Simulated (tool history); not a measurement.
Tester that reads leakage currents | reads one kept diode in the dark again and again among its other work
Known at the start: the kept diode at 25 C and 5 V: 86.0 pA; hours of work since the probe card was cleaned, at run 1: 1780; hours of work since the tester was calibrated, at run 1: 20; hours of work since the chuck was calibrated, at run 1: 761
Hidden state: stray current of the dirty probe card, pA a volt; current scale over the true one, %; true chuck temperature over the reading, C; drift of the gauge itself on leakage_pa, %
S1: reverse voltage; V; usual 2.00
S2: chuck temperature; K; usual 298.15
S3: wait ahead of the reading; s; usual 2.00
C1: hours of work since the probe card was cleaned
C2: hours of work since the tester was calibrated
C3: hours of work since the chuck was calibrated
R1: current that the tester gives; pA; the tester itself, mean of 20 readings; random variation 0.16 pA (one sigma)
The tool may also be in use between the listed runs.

run,hour,S1,S2,S3,C1,C2,C3,R1
1,0.0,2.00,298.15,2.00,1780,20,761,56.50
2,180.3,2.00,298.15,2.00,1893,134,875,56.65
3,346.9,2.00,298.15,2.00,1998,239,980,57.10
4,429.4,2.00,298.15,2.69,2050,291,1032,57.25
5,614.2,2.00,298.15,2.00,2166,407,1148,57.99
# hour 630.5: probe card cleaned and baked
6,706.8,2.00,298.15,0.67,48,463,1204,54.42
# hour 764.9: chuck's temperature calibrated
7,873.4,2.00,298.15,2.00,152,567,68,52.41
8,983.0,1.22,298.15,2.00,221,636,137,39.60
9,1068.1,2.00,296.15,2.00,274,689,191,45.01
10,1186.8,2.00,296.15,2.00,349,764,265,45.18
11,1312.8,2.00,296.15,2.00,428,843,345,45.49
12,1462.7,2.00,296.15,2.00,522,938,439,45.86
13,1624.8,15.43,296.15,2.00,624,1040,541,155.93
14,1790.1,2.59,298.15,2.00,728,1144,645,63.54
15,1897.7,2.59,298.15,2.00,796,1211,713,63.90
16,2061.7,2.59,298.15,2.00,899,1315,816,64.65
17,2215.1,2.59,298.15,2.00,996,1411,912,64.95
18,2385.5,2.00,308.15,1.72,1103,1518,1020,120.36
19,2490.3,2.00,308.15,1.72,1169,1584,1086,120.67
20,2604.9,2.00,308.15,1.72,1241,1656,1158,121.72
# hour 2739.8: chuck's temperature calibrated
21,2751.0,15.61,306.15,1.72,1332,1747,7,335.04
22,2831.3,2.00,297.15,9.84,1382,1798,58,49.79
# hour 2841.6: tester calibrated
23,2957.7,1.62,298.15,0.61,1461,73,136,48.56
24,3112.5,1.62,298.15,0.61,1558,170,233,48.37
25,3269.3,1.62,295.15,8.72,1657,269,332,38.36
# hour 3352.9: tester calibrated, once more
26,3361.6,1.62,295.15,8.72,1713,5,389,38.64
27,3470.7,2.36,308.15,1.64,1782,74,457,130.27
28,3645.5,2.36,308.15,1.64,1892,184,567,131.87
29,3745.8,14.46,298.15,3.17,1955,247,631,192.14
30,3919.7,9.91,314.15,2.00,2065,357,740,474.28
31,4046.5,9.91,314.15,2.00,2144,436,820,481.36
# hour 4095.2: probe card cleaned and baked
32,4140.7,2.23,314.15,2.00,29,494,877,194.60
33,4283.7,2.00,298.15,9.46,119,584,967,53.33

How the hidden state differs across the entries between the runs, from the last listed run before each to the first after it:
Between runs 5 and 6: probe card cleaned and baked (hour 630.5)
  stray current of the dirty probe card, pA a volt: 2.223 -> 0.067; current scale over the true one, %: -0.17 -> -0.19; true chuck temperature over the reading, C: 0.55 -> 0.58
  measured less the result without the state, R1: +6.67 -> +2.46 pA
Between runs 6 and 7: chuck's temperature calibrated (hour 764.9)
  stray current of the dirty probe card, pA a volt: 0.067 -> 0.179; current scale over the true one, %: -0.19 -> -0.21; true chuck temperature over the reading, C: 0.58 -> 0.23
  measured less the result without the state, R1: +2.46 -> +1.16 pA
Between runs 20 and 21: chuck's temperature calibrated (hour 2739.8)
  stray current of the dirty probe card, pA a volt: 1.262 -> 1.353; current scale over the true one, %: -0.45 -> -0.47; true chuck temperature over the reading, C: 0.73 -> 0.07
  measured less the result without the state, R1: +8.44 -> +20.80 pA
Between runs 22 and 23: tester calibrated (hour 2841.6)
  stray current of the dirty probe card, pA a volt: 1.408 -> 1.497; current scale over the true one, %: -0.48 -> -0.76; true chuck temperature over the reading, C: 0.09 -> 0.13
  measured less the result without the state, R1: +2.88 -> +2.51 pA
Between runs 25 and 26: tester calibrated, once more (hour 3352.9)
  stray current of the dirty probe card, pA a volt: 1.689 -> 1.742; current scale over the true one, %: -0.8 -> 0.02; true chuck temperature over the reading, C: 0.22 -> 0.24
  measured less the result without the state, R1: +3.04 -> +3.50 pA
Between runs 31 and 32: probe card cleaned and baked (hour 4095.2)
  stray current of the dirty probe card, pA a volt: 2.168 -> 0.049; current scale over the true one, %: -0.07 -> -0.08; true chuck temperature over the reading, C: 0.45 -> 0.47
  measured less the result without the state, R1: +35.93 -> +6.56 pA
